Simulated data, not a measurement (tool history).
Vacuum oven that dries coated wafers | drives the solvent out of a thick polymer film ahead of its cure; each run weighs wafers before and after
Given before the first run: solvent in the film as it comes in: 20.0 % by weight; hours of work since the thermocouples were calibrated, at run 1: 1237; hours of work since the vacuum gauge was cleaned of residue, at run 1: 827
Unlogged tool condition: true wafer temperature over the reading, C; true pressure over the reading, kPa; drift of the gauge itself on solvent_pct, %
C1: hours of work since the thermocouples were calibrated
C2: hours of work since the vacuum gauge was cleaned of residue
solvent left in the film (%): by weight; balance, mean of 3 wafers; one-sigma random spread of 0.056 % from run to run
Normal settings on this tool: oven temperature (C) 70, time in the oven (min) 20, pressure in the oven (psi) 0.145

Run 1, hour 0: usual settings; C1 1237; C2 827. Result: solvent left in the film (%) 2.42.
Run 2, hour 45.6: usual settings; C1 1265; C2 856. Result: solvent left in the film (%) 2.39.
Run 3, hour 75.8: usual settings; C1 1284; C2 875. Result: solvent left in the film (%) 2.52.
Run 4, hour 110.7: usual settings; C1 1306; C2 897. Result: solvent left in the film (%) 2.34.
At hour 138.2: oven's thermocouples calibrated.
Run 5, hour 141.6: usual settings; C1 2; C2 915. Result: solvent left in the film (%) 2.39.
Run 6, hour 182.3: usual settings; C1 28; C2 940. Result: solvent left in the film (%) 2.42.
Run 7, hour 211.1: usual settings but pressure in the oven (psi) 0.205; C1 46; C2 959. Result: solvent left in the film (%) 3.07.
Run 8, hour 247.1: usual settings; C1 69; C2 981. Result: solvent left in the film (%) 2.51.
Run 9, hour 300.5: usual settings but time in the oven (min) 31; C1 102; C2 1015. Result: solvent left in the film (%) 1.8.
Run 10, hour 333.4: usual settings but time in the oven (min) 31; C1 123; C2 1036. Result: solvent left in the film (%) 1.69.
Run 11, hour 384.5: usual settings but oven temperature (C) 71, time in the oven (min) 10; C1 155; C2 1068. Result: solvent left in the film (%) 4.78.
Run 12, hour 410: usual settings but oven temperature (C) 68, time in the oven (min) 10; C1 171; C2 1084. Result: solvent left in the film (%) 6.09.
Run 13, hour 439.6: usual settings but oven temperature (C) 68, time in the oven (min) 10; C1 190; C2 1103. Result: solvent left in the film (%) 6.05.
Run 14, hour 482.7: usual settings but pressure in the oven (psi) 0.084; C1 217; C2 1130. Result: solvent left in the film (%) 1.86.
Run 15, hour 509.7: usual settings but time in the oven (min) 17; C1 234; C2 1147. Result: solvent left in the film (%) 2.91.
Run 16, hour 542.7: usual settings but time in the oven (min) 21, pressure in the oven (psi) 0.084; C1 255; C2 1167. Result: solvent left in the film (%) 1.66.
Run 17, hour 590.7: usual settings but time in the oven (min) 23; C1 285; C2 1198. Result: solvent left in the film (%) 2.18.
Run 18, hour 628.9: usual settings but oven temperature (C) 67, time in the oven (min) 21, pressure in the oven (psi) 0.286; C1 309; C2 1222. Result: solvent left in the film (%) 4.82.
Run 19, hour 678.4: usual settings but time in the oven (min) 12, pressure in the oven (psi) 0.077; C1 340; C2 1253. Result: solvent left in the film (%) 3.63.

Consider 5 possible next runs. They are alternatives, not a sequence: every one starts from the tool as it was left by run 19. What does each give?
Run A, hour 730.3: usual settings but oven temperature (C) 78, time in the oven (min) 12, pressure in the oven (psi) 0.106; C1 373; C2 1286. Result: solvent left in the film (%) ?.
Run B, hour 730.3: usual settings but oven temperature (C) 80, pressure in the oven (psi) 0.151; C1 373; C2 1286. Result: solvent left in the film (%) ?.
Run C, hour 730.3: usual settings but oven temperature (C) 74, time in the oven (min) 12, pressure in the oven (psi) 0.077; C1 373; C2 1286. Result: solvent left in the film (%) ?.
Run D, hour 730.3: usual settings but oven temperature (C) 58, time in the oven (min) 28, pressure in the oven (psi) 0.519; C1 373; C2 1286. Result: solvent left in the film (%) ?.
Run E, hour 730.3: usual settings but oven temperature (C) 84, pressure in the oven (psi) 0.293; C1 373; C2 1286. Result: solvent left in the film (%) ?.

run  solvent left in the film (%)
  A                          1.59
  B                          1.14
  C                           2.2
  D                         11.47
  E                          1.85
What these runs would have given with no unlogged condition in the tool:
run  solvent left in the film (%)
  A                          1.58
  B                          1.14
  C                          2.19
  D                         11.46
  E                          1.85

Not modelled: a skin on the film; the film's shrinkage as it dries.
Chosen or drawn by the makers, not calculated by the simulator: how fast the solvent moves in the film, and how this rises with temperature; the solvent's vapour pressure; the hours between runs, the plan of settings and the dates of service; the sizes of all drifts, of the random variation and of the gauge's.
